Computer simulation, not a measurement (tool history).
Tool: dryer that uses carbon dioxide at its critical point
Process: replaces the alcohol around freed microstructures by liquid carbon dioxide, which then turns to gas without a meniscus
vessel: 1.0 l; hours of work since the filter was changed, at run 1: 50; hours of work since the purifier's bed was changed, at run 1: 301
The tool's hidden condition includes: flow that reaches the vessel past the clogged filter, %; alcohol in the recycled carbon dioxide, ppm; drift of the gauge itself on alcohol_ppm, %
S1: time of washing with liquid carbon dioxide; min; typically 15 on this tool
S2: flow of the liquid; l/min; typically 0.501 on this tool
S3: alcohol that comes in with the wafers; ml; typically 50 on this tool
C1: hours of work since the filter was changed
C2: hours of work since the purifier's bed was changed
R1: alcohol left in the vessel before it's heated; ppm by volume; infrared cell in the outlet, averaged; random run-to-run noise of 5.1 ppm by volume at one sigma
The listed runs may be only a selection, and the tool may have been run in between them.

run 1 hour=0 | S1=15 S2=0.501 S3=50 | C1=50 C2=301 | R1=126
run 2 hour=30.1 | S1=15 S2=0.501 S3=50 | C1=61 C2=313 | R1=139
run 3 hour=59.9 | S1=15 S2=0.501 S3=50 | C1=72 C2=324 | R1=138
run 4 hour=79 | S1=15 S2=0.501 S3=50 | C1=80 C2=331 | R1=138
run 5 hour=100.4 | S1=15 S2=0.501 S3=50 | C1=88 C2=339 | R1=137
run 6 hour=127.7 | S1=15 S2=0.501 S3=107 | C1=98 C2=350 | R1=259
run 7 hour=165.4 | S1=15 S2=0.501 S3=107 | C1=112 C2=364 | R1=268
run 8 hour=190 | S1=15 S2=0.501 S3=107 | C1=122 C2=373 | R1=285
run 9 hour=225.6 | S1=15 S2=0.501 S3=107 | C1=135 C2=387 | R1=302
run 10 hour=262.7 | S1=15 S2=0.501 S3=107 | C1=149 C2=401 | R1=303
run 11 hour=291.8 | S1=15 S2=0.501 S3=79 | C1=160 C2=412 | R1=254
-- hour=305.9 inlet filter changed
run 12 hour=330.3 | S1=15 S2=0.501 S3=79 | C1=9 C2=426 | R1=173
run 13 hour=366.1 | S1=15 S2=0.411 S3=79 | C1=23 C2=440 | R1=416
run 14 hour=383.8 | S1=15 S2=0.411 S3=79 | C1=30 C2=446 | R1=424
run 15 hour=425.9 | S1=16 S2=0.36 S3=68 | C1=45 C2=462 | R1=519
run 16 hour=465 | S1=16 S2=0.36 S3=68 | C1=60 C2=477 | R1=550
run 17 hour=486.9 | S1=16 S2=0.474 S3=68 | C1=69 C2=485 | R1=176
run 18 hour=504.4 | S1=13 S2=0.555 S3=21 | C1=75 C2=492 | R1=122
run 19 hour=524.1 | S1=13 S2=0.672 S3=22 | C1=83 C2=500 | R1=75
run 20 hour=555.3 | S1=10 S2=0.724 S3=50 | C1=95 C2=511 | R1=197
run 21 hour=585.4 | S1=18 S2=0.724 S3=50 | C1=106 C2=523 | R1=72
run 22 hour=620.4 | S1=12 S2=0.724 S3=79 | C1=119 C2=536 | R1=140
run 23 hour=656.8 | S1=12 S2=0.724 S3=79 | C1=133 C2=550 | R1=151
run 24 hour=683.8 | S1=12 S2=0.724 S3=79 | C1=143 C2=560 | R1=158
run 25 hour=716.4 | S1=21 S2=0.308 S3=39 | C1=156 C2=572 | R1=286
run 26 hour=735.7 | S1=21 S2=0.308 S3=39 | C1=163 C2=580 | R1=293
-- hour=742.4 inlet filter changed
run 27 hour=765.1 | S1=21 S2=0.308 S3=21 | C1=9 C2=590 | R1=158

Each row is a separate what-if for the run after 27, all from the same tool condition, not one after another. Results?
run A hour=804.1 | S1=21 S2=0.308 S3=116 | C1=23 C2=605 | R1=?
run B hour=804.1 | S1=14 S2=0.373 S3=21 | C1=23 C2=605 | R1=?
run C hour=804.1 | S1=12 S2=0.501 S3=21 | C1=23 C2=605 | R1=?
run D hour=804.1 | S1=12 S2=0.477 S3=29 | C1=23 C2=605 | R1=?
run E hour=804.1 | S1=21 S2=0.64 S3=21 | C1=23 C2=605 | R1=?

run=A R1=471
run=B R1=305
run=C R1=201
run=D R1=293
run=E R1=81
With the hidden condition removed and each run's random variation left untouched, the same runs would have given:
run=A R1=356
run=B R1=211
run=C R1=113
run=D R1=198
run=E R1=3
